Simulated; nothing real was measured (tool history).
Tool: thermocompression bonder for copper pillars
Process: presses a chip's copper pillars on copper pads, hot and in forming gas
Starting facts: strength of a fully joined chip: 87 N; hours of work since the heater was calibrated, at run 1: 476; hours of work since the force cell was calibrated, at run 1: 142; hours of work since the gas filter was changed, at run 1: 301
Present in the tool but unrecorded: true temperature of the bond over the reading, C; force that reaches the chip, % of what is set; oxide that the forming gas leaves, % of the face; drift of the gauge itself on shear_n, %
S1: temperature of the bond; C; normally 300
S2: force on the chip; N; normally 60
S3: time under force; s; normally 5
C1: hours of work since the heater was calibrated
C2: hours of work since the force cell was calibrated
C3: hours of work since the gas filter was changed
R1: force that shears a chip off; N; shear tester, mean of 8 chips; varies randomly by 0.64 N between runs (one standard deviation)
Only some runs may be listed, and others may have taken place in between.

run     day   S1  S2  S3   C1   C2   C3    R1
  1       0  300  60   5  476  142  301  38.1
  2   1.088  300  60   3  491  157  316  30.2
  3   2.183  300  60   3  507  173  332  30.2
  4   2.979  300  60   3  518  184  343  30.2
  5   4.271  300  60   5  536  202  361  37.9
       4.95  -- forming gas filter changed
  6   5.638  300  60   5  555  221   10  38.8
  7   6.971  300  60   5  574  240   29  38.3
  8   7.833  300  60   5  586  252   41  37.5
  9   8.842  300  60   5  601  267   55  37.7
 10   9.875  300  60   5  615  281   70  38.4
 11  10.892  300  60   5  630  296   84  38.1
 12  11.733  329  60   4  641  308   96  48.5
 13  13.071  299  84   4  660  326  115  42.5
 14  13.788  285  54  13  671  337  125  39.4
 15  15.038  300  57  11  688  354  143  46.7
 16  16.038  314  37   4  702  368  157  30.9
 17  17.479  314  37   4  723  389  177  29.9
 18  18.742  291  37   4  741  407  195  20.7
 19  19.633  318  36  10  753  419  208  43.2

Hidden state at the last listed run before each entry between runs and at the first one after, where it differs:
In the gap between runs 5 and 6: forming gas filter changed (day 4.95)
  true temperature of the bond over the reading, C: -3.7 -> -3.8; force that reaches the chip, % of what is set: 98.6 -> 98.5; oxide that the forming gas leaves, % of the face: 4.76 -> 0.68
  measured less the result without the state, R1: -4 -> -2.6 N
